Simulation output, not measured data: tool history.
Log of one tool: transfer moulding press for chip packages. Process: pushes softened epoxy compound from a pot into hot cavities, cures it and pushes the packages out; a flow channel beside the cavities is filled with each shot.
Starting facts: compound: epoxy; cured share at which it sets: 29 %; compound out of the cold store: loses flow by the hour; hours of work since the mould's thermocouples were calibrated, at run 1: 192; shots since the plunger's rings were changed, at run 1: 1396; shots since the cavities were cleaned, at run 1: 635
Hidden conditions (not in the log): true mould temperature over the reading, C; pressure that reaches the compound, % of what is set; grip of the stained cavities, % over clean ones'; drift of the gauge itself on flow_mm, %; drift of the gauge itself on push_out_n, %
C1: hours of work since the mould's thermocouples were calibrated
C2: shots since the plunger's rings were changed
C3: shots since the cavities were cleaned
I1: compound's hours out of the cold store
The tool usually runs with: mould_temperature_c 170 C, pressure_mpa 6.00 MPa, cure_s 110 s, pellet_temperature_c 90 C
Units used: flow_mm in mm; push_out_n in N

run 1 hour=0.0 | mould_temperature_c=170 pressure_mpa=6.00 cure_s=110 pellet_temperature_c=90 | C1=192 C2=1396 C3=635 | I1=40.2 | flow_mm=712 push_out_n=235
run 2 hour=7.0 | mould_temperature_c=170 pressure_mpa=6.00 cure_s=110 pellet_temperature_c=90 | C1=195 C2=1454 C3=693 | I1=38.7 | flow_mm=706 push_out_n=242
run 3 hour=13.0 | mould_temperature_c=170 pressure_mpa=4.85 cure_s=110 pellet_temperature_c=90 | C1=198 C2=1505 C3=744 | I1=39.3 | flow_mm=651 push_out_n=232
run 4 hour=23.4 | mould_temperature_c=170 pressure_mpa=6.00 cure_s=110 pellet_temperature_c=90 | C1=202 C2=1592 C3=831 | I1=23.9 | flow_mm=746 push_out_n=246
run 5 hour=33.1 | mould_temperature_c=170 pressure_mpa=6.00 cure_s=110 pellet_temperature_c=90 | C1=207 C2=1673 C3=912 | I1=19.2 | flow_mm=773 push_out_n=232
run 6 hour=43.2 | mould_temperature_c=170 pressure_mpa=6.00 cure_s=102 pellet_temperature_c=90 | C1=212 C2=1758 C3=997 | I1=12.0 | flow_mm=782 push_out_n=271
-- hour=51.6 cavities cleaned with cleaning compound and waxed
run 7 hour=51.6 | mould_temperature_c=170 pressure_mpa=6.00 cure_s=110 pellet_temperature_c=90 | C1=215 C2=1815 C3=0 | I1=33.2 | flow_mm=725 push_out_n=241
run 8 hour=58.3 | mould_temperature_c=170 pressure_mpa=6.00 cure_s=110 pellet_temperature_c=90 | C1=218 C2=1871 C3=56 | I1=32.4 | flow_mm=729 push_out_n=240
run 9 hour=65.4 | mould_temperature_c=173 pressure_mpa=4.55 cure_s=117 pellet_temperature_c=90 | C1=221 C2=1930 C3=115 | I1=29.6 | flow_mm=620 push_out_n=207
run 10 hour=70.8 | mould_temperature_c=176 pressure_mpa=6.00 cure_s=124 pellet_temperature_c=90 | C1=224 C2=1976 C3=161 | I1=32.1 | flow_mm=705 push_out_n=191

Forecast run 11:
run 11 hour=78.2 | mould_temperature_c=170 pressure_mpa=6.00 cure_s=102 pellet_temperature_c=90 | C1=227 C2=2037 C3=222 | I1=28.5 | flow_mm=? push_out_n=?

Run 11 came out at flow_mm 737 mm, push_out_n 258 N.
Take away the tool's hidden state, keep the run-to-run variation as it was, and the same run would have given flow_mm 738 mm, push_out_n 257 N.
